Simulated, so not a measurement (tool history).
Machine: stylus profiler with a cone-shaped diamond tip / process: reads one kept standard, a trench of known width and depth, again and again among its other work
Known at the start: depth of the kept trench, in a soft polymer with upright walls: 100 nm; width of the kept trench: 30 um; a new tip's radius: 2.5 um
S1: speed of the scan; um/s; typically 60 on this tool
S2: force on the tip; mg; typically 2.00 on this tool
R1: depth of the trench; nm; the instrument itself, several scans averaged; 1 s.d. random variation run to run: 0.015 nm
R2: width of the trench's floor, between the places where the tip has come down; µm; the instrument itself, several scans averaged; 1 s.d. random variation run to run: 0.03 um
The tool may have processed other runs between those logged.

run 1 hour=0.0 | S1=60 S2=2.00 | R1=101.00 R2=28.35
run 2 hour=14.7 | S1=60 S2=2.00 | R1=101.00 R2=28.37
run 3 hour=27.3 | S1=60 S2=2.00 | R1=101.00 R2=28.41
run 4 hour=42.7 | S1=60 S2=2.00 | R1=101.02 R2=28.38
run 5 hour=54.5 | S1=60 S2=2.00 | R1=100.99 R2=28.32
run 6 hour=71.3 | S1=87 S2=2.00 | R1=100.99 R2=28.25
run 7 hour=90.4 | S1=60 S2=2.00 | R1=101.00 R2=28.35
run 8 hour=100.9 | S1=21 S2=2.00 | R1=101.00 R2=28.50
run 9 hour=112.9 | S1=60 S2=0.73 | R1=100.54 R2=28.18
run 10 hour=133.6 | S1=140 S2=1.20 | R1=100.71 R2=27.82
run 11 hour=152.2 | S1=140 S2=1.20 | R1=100.72 R2=27.90
run 12 hour=173.5 | S1=24 S2=1.21 | R1=100.71 R2=28.46

Predict the results of run 13:
run 13 hour=188.4 | S1=24 S2=1.21 | R1=? R2=?

Logged for run 13: R1 100.73 nm, R2 28.45 µm.
Had the tool carried no hidden state, the very same run would have given R1 100.73 nm, R2 28.46 µm.
